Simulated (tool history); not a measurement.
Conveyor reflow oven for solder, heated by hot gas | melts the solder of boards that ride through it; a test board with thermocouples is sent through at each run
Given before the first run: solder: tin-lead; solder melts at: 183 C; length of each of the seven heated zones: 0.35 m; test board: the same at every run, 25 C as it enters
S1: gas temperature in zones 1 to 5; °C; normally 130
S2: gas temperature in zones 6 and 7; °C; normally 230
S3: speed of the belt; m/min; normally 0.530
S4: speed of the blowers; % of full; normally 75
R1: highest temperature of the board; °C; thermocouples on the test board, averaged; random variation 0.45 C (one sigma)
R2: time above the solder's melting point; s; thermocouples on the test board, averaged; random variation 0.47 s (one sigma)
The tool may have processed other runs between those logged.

{"run": 1, "day": 0.0, "S1": 130, "S2": 230, "S3": 0.53, "S4": 75, "R1": 213.0, "R2": 53.7}
{"run": 2, "day": 0.75, "S1": 130, "S2": 230, "S3": 0.53, "S4": 75, "R1": 211.7, "R2": 53.0}
{"run": 3, "day": 2.188, "S1": 130, "S2": 230, "S3": 0.53, "S4": 75, "R1": 212.6, "R2": 53.4}
{"run": 4, "day": 3.817, "S1": 130, "S2": 230, "S3": 0.53, "S4": 75, "R1": 212.8, "R2": 53.1}
{"run": 5, "day": 4.946, "S1": 142, "S2": 230, "S3": 0.53, "S4": 75, "R1": 214.2, "R2": 58.6}
{"run": 6, "day": 6.596, "S1": 142, "S2": 230, "S3": 0.53, "S4": 75, "R1": 215.2, "R2": 59.6}
{"day": 6.838, "done": "belt drive overhauled, speed set with a stopwatch"}
{"run": 7, "day": 7.958, "S1": 141, "S2": 230, "S3": 0.53, "S4": 75, "R1": 214.4, "R2": 59.5}
{"run": 8, "day": 8.888, "S1": 142, "S2": 230, "S3": 0.637, "S4": 75, "R1": 208.7, "R2": 43.7}
{"run": 9, "day": 10.388, "S1": 142, "S2": 232, "S3": 0.496, "S4": 69, "R1": 217.1, "R2": 67.1}
{"run": 10, "day": 11.725, "S1": 142, "S2": 232, "S3": 0.496, "S4": 69, "R1": 217.1, "R2": 67.2}
{"run": 11, "day": 13.171, "S1": 142, "S2": 232, "S3": 0.496, "S4": 69, "R1": 217.3, "R2": 67.1}

Some steps in R1, run to run, broken into two amounts with sign: the step expected even without the hidden condition (settings, incoming material, random variation), and the rest, left for the hidden condition together with whatever gauge scatter is not in both the measured and the hidden-condition-free result:
Hidden state at play: heat that the gas passes to the board, % of a clean oven's; belt's true speed, % of the reading; true gas temperature in zones 6 and 7 over the reading, C; drift of the gauge itself on peak_c, C; drift of the gauge itself on liquid_s, %.
Run 8 -> 9: S2 230 -> 232, S3 0.637 -> 0.496, S4 75 -> 69. R1 +8.4 °C: hidden state +0.3, all else +8.1.

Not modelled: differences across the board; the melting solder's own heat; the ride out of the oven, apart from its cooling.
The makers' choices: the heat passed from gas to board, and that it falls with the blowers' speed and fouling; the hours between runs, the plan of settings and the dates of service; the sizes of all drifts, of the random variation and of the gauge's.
